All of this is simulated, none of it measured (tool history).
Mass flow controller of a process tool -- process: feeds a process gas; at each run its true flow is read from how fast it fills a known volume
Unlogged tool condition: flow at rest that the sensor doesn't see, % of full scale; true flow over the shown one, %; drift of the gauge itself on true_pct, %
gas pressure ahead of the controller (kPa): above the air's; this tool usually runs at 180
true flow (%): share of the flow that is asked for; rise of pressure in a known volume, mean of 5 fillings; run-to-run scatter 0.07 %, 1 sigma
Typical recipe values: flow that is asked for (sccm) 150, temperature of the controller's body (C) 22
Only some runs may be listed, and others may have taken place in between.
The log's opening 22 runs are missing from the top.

run    hour  flow that is asked for (sccm)  gas pressure ahead of the controller (kPa)  temperature of the controller's body (C)  hours of work since the controller was set to zero  hours of work since the controller was changed  true flow (%)
 23  1220.9                            150                                         180                                        22                                                2045                                            2045          98.48
 24  1252.8                            150                                         146                                        22                                                2068                                            2068          98.29
 25  1313.1                            150                                         180                                        22                                                2112                                            2112          98.47
 26  1365.2                            160                                         233                                        22                                                2150                                            2150          98.67
 27  1432.7                            160                                         233                                        22                                                2200                                            2200          98.60
 28  1483.7                            150                                         169                                        39                                                2237                                            2237          98.00
 29  1517.1                            135                                         175                                        22                                                2261                                            2261          98.55
 30  1587.2                            244                                         175                                        24                                                2313                                            2313          98.82
 31  1641.7                            150                                         180                                        22                                                2353                                            2353          98.54
 32  1695.9                            162                                         146                                        24                                                2392                                            2392          98.39
 33  1742.0                            106                                         262                                        30                                                2426                                            2426          98.29
 34  1774.9                            106                                         262                                        30                                                2450                                            2450          98.14
 35  1835.7                            106                                         262                                        30                                                2494                                            2494          98.29
 36  1886.0                            150                                         212                                        26                                                2531                                            2531          98.51

For run 37, what comes out?
 37  1931.2                            150                                         199                                        26                                                2564                                            2564              ?

{"run 37": {"true flow (%)": 98.41}}
Take away the tool's hidden state, keep the run-to-run variation as it was, and the same run would have given true flow (%) 98.41.

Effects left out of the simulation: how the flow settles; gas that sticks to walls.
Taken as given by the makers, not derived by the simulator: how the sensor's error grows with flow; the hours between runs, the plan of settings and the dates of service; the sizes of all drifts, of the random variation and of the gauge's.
